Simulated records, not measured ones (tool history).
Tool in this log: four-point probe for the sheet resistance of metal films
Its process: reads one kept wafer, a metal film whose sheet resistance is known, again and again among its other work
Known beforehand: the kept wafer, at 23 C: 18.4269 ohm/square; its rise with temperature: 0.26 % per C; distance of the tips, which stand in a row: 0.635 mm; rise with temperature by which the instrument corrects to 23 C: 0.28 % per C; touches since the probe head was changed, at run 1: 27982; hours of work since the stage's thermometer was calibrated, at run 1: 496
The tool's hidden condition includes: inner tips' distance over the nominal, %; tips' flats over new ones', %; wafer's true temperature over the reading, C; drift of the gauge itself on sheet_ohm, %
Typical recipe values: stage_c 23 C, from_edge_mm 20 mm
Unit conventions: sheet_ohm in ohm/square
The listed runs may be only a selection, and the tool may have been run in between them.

run    hour  stage_c  from_edge_mm  touches since the probe head was changed  hours of work since the stage's thermometer was calibrated  sheet_ohm
  1       0       23            20                                     27982                                                         496  18.400914
  2    33.1       23            20                                     28610                                                         513  18.392141
  3    68.1       23            20                                     29272                                                         532   18.39809
  4   119.8       23            20                                     30250                                                         559  18.391563
  5   160.3       23            20                                     31017                                                         580  18.388984
  6   184.2       23            20                                     31471                                                         592  18.389148
  7   210.6       23            20                                     31971                                                         606  18.387819
  8   239.5       23            20                                     32517                                                         621  18.389445
  9   287.1       29            20                                     33418                                                         646  18.356083
 10   339.5       22            20                                     34410                                                         674  18.387384
 11     389       23             3                                     35348                                                         700  18.798819
 12   438.2       23            20                                     36280                                                         725  18.378932
 13   467.2       23            20                                     36830                                                         741  18.366342
 14   511.5       23            20                                     37667                                                         764  18.372998
 15   537.4       23            10                                     38158                                                         777  18.398979
 16   566.7       20            20                                     38713                                                         793  18.381401
 17   589.8       20            20                                     39151                                                         805  18.384678
 18   637.4       20            20                                     40051                                                         830  18.381865
 19   689.5       23            20                                     41038                                                         857  18.365112
 20   743.7       23            20                                     42064                                                         885  18.365865
 21   789.2       23            20                                     42926                                                         909  18.365172
 22   839.6       23            20                                     43879                                                         935  18.357742
 23   892.8       23            30                                     44889                                                         963  18.348185
 24   941.9       23            30                                     45817                                                         989  18.347109
 25     966       23            30                                     46274                                                        1002   18.34265
 26   989.4       27            51                                     46718                                                        1014  18.320839
        995  -- stage's thermometer calibrated
 27  1024.5       27            51                                     47372                                                          15  18.328783
 28  1071.6       19            21                                     48264                                                          40  18.364484
     1090.6  -- stage's thermometer calibrated, once more
 29  1117.7       23             5                                     49127                                                          14  18.484899
 30  1144.5       34            15                                     49636                                                          28  18.296406
 31  1178.5       21            20                                     50279                                                          46  18.348552
 32  1207.2       26             5                                     50822                                                          61  18.472639
 33  1261.2       20            11                                     51844                                                          89  18.371179
 34  1299.2       30             7                                     52565                                                         109  18.365857
 35  1345.7       30             7                                     53445                                                         133  18.370622
 36  1383.6       20             7                                     54163                                                         153  18.414727
 37  1419.2       20             7                                     54837                                                         172  18.407328
 38  1469.3       20             7                                     55786                                                         198  18.406401
 39  1511.5       26            10                                     56584                                                         220  18.345769
 40  1559.6       28            20                                     57494                                                         245    18.2938
 41  1598.4       23            20                                     58229                                                         266   18.32286
 42  1627.5       21             3                                     58780                                                         281  18.751605
 43  1670.1       19             3                                     59586                                                         303  18.752986
 44  1717.1       19             3                                     60477                                                         328  18.753687

Difference, measured minus no-hidden-state, one row per run. Run-to-run variation is common to both terms; the gauge's own scatter need not be:
run  sheet_ohm
  1   -0.04029
  2  -0.041815
  3  -0.043384
  4  -0.045792
  5  -0.047424
  6  -0.048617
  7   -0.04986
  8  -0.051152
  9  -0.053621
 10  -0.055858
 11  -0.059474
 12  -0.060579
 13  -0.061827
 14  -0.064012
 15  -0.065226
 16  -0.066544
 17  -0.067613
 18  -0.069834
 19  -0.072184
 20  -0.074617
 21  -0.076683
 22  -0.078986
 23  -0.081254
 24  -0.083409
 25   -0.08441
 26  -0.085406
 27  -0.083364
 28  -0.085161
 29  -0.097689
 30    -0.0981
 31   -0.09983
 32  -0.101791
 33  -0.103716
 34  -0.105354
 35  -0.107558
 36  -0.109554
 37  -0.111117
 38  -0.113554
 39  -0.115262
 40  -0.117337
 41   -0.11936
 42  -0.123322
 43  -0.125245
 44   -0.12742

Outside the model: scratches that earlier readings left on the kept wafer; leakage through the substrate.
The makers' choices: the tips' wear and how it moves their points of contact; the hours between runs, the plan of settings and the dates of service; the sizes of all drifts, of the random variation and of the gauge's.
